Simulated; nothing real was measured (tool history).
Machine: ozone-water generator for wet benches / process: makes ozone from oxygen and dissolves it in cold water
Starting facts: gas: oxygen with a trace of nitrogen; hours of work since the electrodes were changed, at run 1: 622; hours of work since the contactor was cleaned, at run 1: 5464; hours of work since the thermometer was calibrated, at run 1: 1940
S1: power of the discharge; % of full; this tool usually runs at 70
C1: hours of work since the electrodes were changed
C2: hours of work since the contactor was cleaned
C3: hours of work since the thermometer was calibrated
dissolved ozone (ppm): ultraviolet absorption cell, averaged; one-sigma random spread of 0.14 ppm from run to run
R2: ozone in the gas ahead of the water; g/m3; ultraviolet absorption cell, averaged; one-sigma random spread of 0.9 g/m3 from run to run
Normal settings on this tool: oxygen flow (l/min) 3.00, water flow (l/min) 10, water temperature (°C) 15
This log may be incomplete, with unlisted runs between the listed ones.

run 1 hour=0.0 | S1=70 oxygen_flow_(l/min)=3.00 water_flow_(l/min)=10 water_temperature_(°C)=15 | C1=622 C2=5464 C3=1940 | dissolved_ozone_(ppm)=14.7 R2=148.8
run 2 hour=38.2 | S1=72 oxygen_flow_(l/min)=3.00 water_flow_(l/min)=10 water_temperature_(°C)=15 | C1=646 C2=5488 C3=1965 | dissolved_ozone_(ppm)=15.4 R2=151.2
run 3 hour=92.9 | S1=72 oxygen_flow_(l/min)=3.00 water_flow_(l/min)=10 water_temperature_(°C)=15 | C1=681 C2=5523 C3=1999 | dissolved_ozone_(ppm)=15.3 R2=151.6
run 4 hour=133.6 | S1=72 oxygen_flow_(l/min)=3.00 water_flow_(l/min)=10 water_temperature_(°C)=15 | C1=707 C2=5549 C3=2025 | dissolved_ozone_(ppm)=15.2 R2=150.1
run 5 hour=163.1 | S1=72 oxygen_flow_(l/min)=4.50 water_flow_(l/min)=10 water_temperature_(°C)=15 | C1=726 C2=5568 C3=2044 | dissolved_ozone_(ppm)=15.1 R2=123.2
run 6 hour=232.6 | S1=72 oxygen_flow_(l/min)=4.50 water_flow_(l/min)=10 water_temperature_(°C)=15 | C1=771 C2=5612 C3=2089 | dissolved_ozone_(ppm)=15.3 R2=123.1
run 7 hour=263.4 | S1=72 oxygen_flow_(l/min)=4.50 water_flow_(l/min)=10 water_temperature_(°C)=15 | C1=790 C2=5632 C3=2108 | dissolved_ozone_(ppm)=15.1 R2=123.6
run 8 hour=315.5 | S1=93 oxygen_flow_(l/min)=4.50 water_flow_(l/min)=10 water_temperature_(°C)=15 | C1=823 C2=5665 C3=2142 | dissolved_ozone_(ppm)=17.7 R2=147.3
run 9 hour=386.4 | S1=94 oxygen_flow_(l/min)=4.50 water_flow_(l/min)=10 water_temperature_(°C)=15 | C1=869 C2=5711 C3=2187 | dissolved_ozone_(ppm)=17.9 R2=147.4
run 10 hour=438.2 | S1=94 oxygen_flow_(l/min)=4.50 water_flow_(l/min)=10 water_temperature_(°C)=15 | C1=902 C2=5744 C3=2220 | dissolved_ozone_(ppm)=17.9 R2=148.1
run 11 hour=481.5 | S1=94 oxygen_flow_(l/min)=4.50 water_flow_(l/min)=10 water_temperature_(°C)=15 | C1=929 C2=5771 C3=2247 | dissolved_ozone_(ppm)=17.8 R2=146.5
run 12 hour=538.4 | S1=70 oxygen_flow_(l/min)=3.00 water_flow_(l/min)=10 water_temperature_(°C)=15 | C1=966 C2=5808 C3=2284 | dissolved_ozone_(ppm)=14.9 R2=147.1
run 13 hour=575.7 | S1=70 oxygen_flow_(l/min)=3.00 water_flow_(l/min)=10 water_temperature_(°C)=15 | C1=990 C2=5831 C3=2308 | dissolved_ozone_(ppm)=14.6 R2=147.4
run 14 hour=616.5 | S1=61 oxygen_flow_(l/min)=3.00 water_flow_(l/min)=10 water_temperature_(°C)=15 | C1=1016 C2=5857 C3=2334 | dissolved_ozone_(ppm)=13.3 R2=132.9
run 15 hour=655.5 | S1=61 oxygen_flow_(l/min)=3.00 water_flow_(l/min)=11 water_temperature_(°C)=15 | C1=1040 C2=5882 C3=2359 | dissolved_ozone_(ppm)=12.0 R2=133.6
run 16 hour=719.9 | S1=61 oxygen_flow_(l/min)=3.00 water_flow_(l/min)=11 water_temperature_(°C)=15 | C1=1082 C2=5923 C3=2400 | dissolved_ozone_(ppm)=12.1 R2=134.4
run 17 hour=786.9 | S1=61 oxygen_flow_(l/min)=3.00 water_flow_(l/min)=11 water_temperature_(°C)=15 | C1=1124 C2=5966 C3=2442 | dissolved_ozone_(ppm)=12.2 R2=133.7
run 18 hour=819.6 | S1=91 oxygen_flow_(l/min)=3.00 water_flow_(l/min)=10 water_temperature_(°C)=15 | C1=1145 C2=5987 C3=2463 | dissolved_ozone_(ppm)=17.3 R2=175.7
run 19 hour=877.3 | S1=70 oxygen_flow_(l/min)=4.62 water_flow_(l/min)=13 water_temperature_(°C)=13 | C1=1182 C2=6024 C3=2500 | dissolved_ozone_(ppm)=11.6 R2=117.3
run 20 hour=947.0 | S1=70 oxygen_flow_(l/min)=4.62 water_flow_(l/min)=13 water_temperature_(°C)=13 | C1=1227 C2=6068 C3=2545 | dissolved_ozone_(ppm)=11.8 R2=118.5
run 21 hour=982.5 | S1=80 oxygen_flow_(l/min)=4.30 water_flow_(l/min)=9 water_temperature_(°C)=11 | C1=1249 C2=6091 C3=2567 | dissolved_ozone_(ppm)=18.8 R2=133.3
run 22 hour=1022.0 | S1=80 oxygen_flow_(l/min)=4.30 water_flow_(l/min)=9 water_temperature_(°C)=11 | C1=1274 C2=6116 C3=2592 | dissolved_ozone_(ppm)=19.0 R2=133.4
run 23 hour=1071.2 | S1=80 oxygen_flow_(l/min)=4.30 water_flow_(l/min)=9 water_temperature_(°C)=11 | C1=1306 C2=6148 C3=2624 | dissolved_ozone_(ppm)=18.8 R2=132.3
run 24 hour=1120.7 | S1=70 oxygen_flow_(l/min)=1.60 water_flow_(l/min)=10 water_temperature_(°C)=15 | C1=1337 C2=6179 C3=2655 | dissolved_ozone_(ppm)=13.4 R2=199.1
run 25 hour=1173.0 | S1=72 oxygen_flow_(l/min)=5.26 water_flow_(l/min)=14 water_temperature_(°C)=8 | C1=1371 C2=6213 C3=2689 | dissolved_ozone_(ppm)=11.8 R2=112.8
run 26 hour=1234.2 | S1=53 oxygen_flow_(l/min)=1.67 water_flow_(l/min)=14 water_temperature_(°C)=8 | C1=1410 C2=6252 C3=2728 | dissolved_ozone_(ppm)=7.6 R2=162.1
run 27 hour=1289.8 | S1=52 oxygen_flow_(l/min)=1.67 water_flow_(l/min)=12 water_temperature_(°C)=8 | C1=1445 C2=6287 C3=2763 | dissolved_ozone_(ppm)=9.5 R2=160.3
run 28 hour=1351.2 | S1=82 oxygen_flow_(l/min)=4.14 water_flow_(l/min)=12 water_temperature_(°C)=14 | C1=1484 C2=6326 C3=2803 | dissolved_ozone_(ppm)=13.6 R2=136.9
run 29 hour=1399.7 | S1=80 oxygen_flow_(l/min)=2.03 water_flow_(l/min)=12 water_temperature_(°C)=7 | C1=1515 C2=6357 C3=2833 | dissolved_ozone_(ppm)=13.4 R2=193.5
run 30 hour=1456.9 | S1=80 oxygen_flow_(l/min)=3.12 water_flow_(l/min)=9 water_temperature_(°C)=19 | C1=1552 C2=6394 C3=2870 | dissolved_ozone_(ppm)=16.1 R2=156.3
run 31 hour=1524.3 | S1=80 oxygen_flow_(l/min)=3.12 water_flow_(l/min)=9 water_temperature_(°C)=19 | C1=1595 C2=6437 C3=2913 | dissolved_ozone_(ppm)=16.3 R2=152.9
run 32 hour=1568.5 | S1=80 oxygen_flow_(l/min)=3.12 water_flow_(l/min)=9 water_temperature_(°C)=19 | C1=1623 C2=6465 C3=2941 | dissolved_ozone_(ppm)=15.9 R2=155.4

Table of differences, measured result less the result of that run with no hidden state. Run-to-run variation is the same in both. Gauge scatter possibly is not:
Unlogged tool condition in this case: yield of the discharge, % of new electrodes'; contactor's efficiency, % of a clean one's; true water temperature over the reading, C; drift of the gauge itself on ozone_ppm, %; drift of the gauge itself on gas_g_m3, %.
run=1 dissolved_ozone_(ppm)=-1.4 R2=-1.8
run=2 dissolved_ozone_(ppm)=-1.5 R2=-2.0
run=3 dissolved_ozone_(ppm)=-1.5 R2=-2.1
run=4 dissolved_ozone_(ppm)=-1.5 R2=-2.2
run=5 dissolved_ozone_(ppm)=-1.5 R2=-1.9
run=6 dissolved_ozone_(ppm)=-1.6 R2=-2.0
run=7 dissolved_ozone_(ppm)=-1.6 R2=-2.0
run=8 dissolved_ozone_(ppm)=-1.9 R2=-3.1
run=9 dissolved_ozone_(ppm)=-2.0 R2=-3.3
run=10 dissolved_ozone_(ppm)=-2.0 R2=-3.4
run=11 dissolved_ozone_(ppm)=-2.1 R2=-3.6
run=12 dissolved_ozone_(ppm)=-1.7 R2=-3.1
run=13 dissolved_ozone_(ppm)=-1.7 R2=-3.2
run=14 dissolved_ozone_(ppm)=-1.5 R2=-2.7
run=15 dissolved_ozone_(ppm)=-1.4 R2=-2.8
run=16 dissolved_ozone_(ppm)=-1.4 R2=-2.9
run=17 dissolved_ozone_(ppm)=-1.4 R2=-3.0
run=18 dissolved_ozone_(ppm)=-2.2 R2=-5.4
run=19 dissolved_ozone_(ppm)=-1.5 R2=-3.2
run=20 dissolved_ozone_(ppm)=-1.6 R2=-3.3
run=21 dissolved_ozone_(ppm)=-2.3 R2=-4.2
run=22 dissolved_ozone_(ppm)=-2.4 R2=-4.3
run=23 dissolved_ozone_(ppm)=-2.3 R2=-4.4
run=24 dissolved_ozone_(ppm)=-1.8 R2=-6.2
run=25 dissolved_ozone_(ppm)=-1.7 R2=-3.7
run=26 dissolved_ozone_(ppm)=-1.1 R2=-4.3
run=27 dissolved_ozone_(ppm)=-1.3 R2=-4.3
run=28 dissolved_ozone_(ppm)=-2.0 R2=-5.3
run=29 dissolved_ozone_(ppm)=-2.0 R2=-7.6
run=30 dissolved_ozone_(ppm)=-2.2 R2=-6.3
run=31 dissolved_ozone_(ppm)=-2.3 R2=-6.4
run=32 dissolved_ozone_(ppm)=-2.3 R2=-6.6

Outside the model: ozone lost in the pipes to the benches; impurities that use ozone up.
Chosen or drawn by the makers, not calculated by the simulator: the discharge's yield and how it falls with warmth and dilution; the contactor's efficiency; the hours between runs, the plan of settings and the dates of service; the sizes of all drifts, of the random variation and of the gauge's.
